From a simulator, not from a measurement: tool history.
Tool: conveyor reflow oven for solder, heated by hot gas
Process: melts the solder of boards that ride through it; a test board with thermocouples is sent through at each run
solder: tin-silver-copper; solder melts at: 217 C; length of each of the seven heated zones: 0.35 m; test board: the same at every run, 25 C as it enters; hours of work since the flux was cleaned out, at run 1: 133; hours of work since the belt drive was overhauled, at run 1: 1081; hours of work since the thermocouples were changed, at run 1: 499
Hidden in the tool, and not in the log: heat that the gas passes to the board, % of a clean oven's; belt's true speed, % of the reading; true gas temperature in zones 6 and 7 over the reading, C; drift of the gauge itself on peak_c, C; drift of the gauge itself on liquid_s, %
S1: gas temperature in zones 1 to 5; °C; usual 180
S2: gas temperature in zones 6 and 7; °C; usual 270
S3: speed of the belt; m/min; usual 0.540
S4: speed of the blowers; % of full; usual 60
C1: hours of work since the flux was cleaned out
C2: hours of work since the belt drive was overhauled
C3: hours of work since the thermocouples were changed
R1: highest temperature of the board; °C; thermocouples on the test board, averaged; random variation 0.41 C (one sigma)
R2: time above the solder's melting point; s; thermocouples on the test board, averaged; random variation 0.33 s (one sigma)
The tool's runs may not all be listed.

run,hour,S1,S2,S3,S4,C1,C2,C3,R1,R2
1,0.0,180,270,0.540,60,133,1081,499,254.9,63.7
2,52.9,180,270,0.540,60,162,1110,528,256.0,63.5
3,91.4,180,270,0.540,60,184,1132,550,255.1,63.2
4,143.0,180,270,0.540,60,213,1161,579,255.3,62.9
5,191.7,180,270,0.540,60,240,1188,606,254.7,63.0
6,235.9,180,259,0.540,60,265,1213,631,246.1,55.1
7,302.1,180,270,0.540,81,302,1250,668,258.6,66.5
8,379.1,180,270,0.540,81,346,1294,712,258.2,66.5
9,448.2,180,270,0.540,60,384,1332,750,253.5,62.9
10,498.0,180,270,0.540,60,412,1360,778,254.2,62.5
11,534.7,180,270,0.540,60,433,1381,799,253.8,62.1
# hour 571.6: flux residue cleaned out of gas plates and filters
12,582.2,180,270,0.540,60,6,1405,823,252.6,61.5
# hour 611.3: belt drive overhauled, speed set with a stopwatch
13,653.1,180,270,0.540,60,44,23,860,252.1,59.4
14,688.6,180,270,0.540,54,63,43,880,250.2,57.1
15,741.2,180,270,0.540,54,93,73,910,250.5,57.1
16,811.6,180,270,0.540,54,133,113,949,250.4,57.0
17,848.5,185,270,0.540,74,153,133,970,254.5,64.3
# hour 866.0: thermocouples of zones 6 and 7 changed
18,924.6,180,270,0.477,60,195,175,33,253.6,69.2
# hour 951.2: flux residue cleaned out of gas plates and filters, once more
19,980.3,194,266,0.625,60,16,203,61,250.3,54.8
20,1030.5,175,266,0.625,60,45,232,90,245.5,44.5
21,1093.1,180,267,0.489,66,80,267,125,255.2,71.2
22,1161.1,191,278,0.434,66,118,305,163,270.1,94.2
23,1240.6,191,278,0.434,66,163,350,208,269.9,94.1
24,1305.7,171,263,0.540,76,199,386,244,249.6,55.8
25,1357.5,171,263,0.540,76,228,415,273,250.0,56.3
26,1415.8,171,263,0.540,76,261,448,306,249.7,55.8
27,1452.6,169,270,0.489,60,282,469,327,255.5,64.7
28,1499.6,192,270,0.540,83,308,495,353,259.5,71.0
29,1558.4,167,270,0.540,60,341,528,386,250.6,55.1
30,1616.1,186,270,0.476,60,374,561,419,258.3,76.2
31,1671.9,186,258,0.476,74,405,592,450,249.2,71.2

The same runs without the tool's hidden state, with the same run-to-run variation:
run,R1,R2
1,254.6,62.9
2,255.8,62.8
3,255.0,62.6
4,255.3,62.5
5,254.8,62.6
6,246.2,55.1
7,259.2,66.4
8,259.0,66.5
9,254.2,63.1
10,255.0,62.8
11,254.7,62.5
12,254.9,63.3
13,255.1,62.8
14,253.1,60.6
15,253.6,60.8
16,253.7,61.0
17,258.2,67.9
18,258.5,74.0
19,250.5,55.0
20,245.9,44.9
21,255.6,71.5
22,270.4,94.1
23,270.3,94.0
24,250.8,57.1
25,251.3,57.8
26,251.1,57.4
27,256.8,65.8
28,260.8,71.6
29,252.5,57.0
30,259.4,77.0
31,250.4,72.8

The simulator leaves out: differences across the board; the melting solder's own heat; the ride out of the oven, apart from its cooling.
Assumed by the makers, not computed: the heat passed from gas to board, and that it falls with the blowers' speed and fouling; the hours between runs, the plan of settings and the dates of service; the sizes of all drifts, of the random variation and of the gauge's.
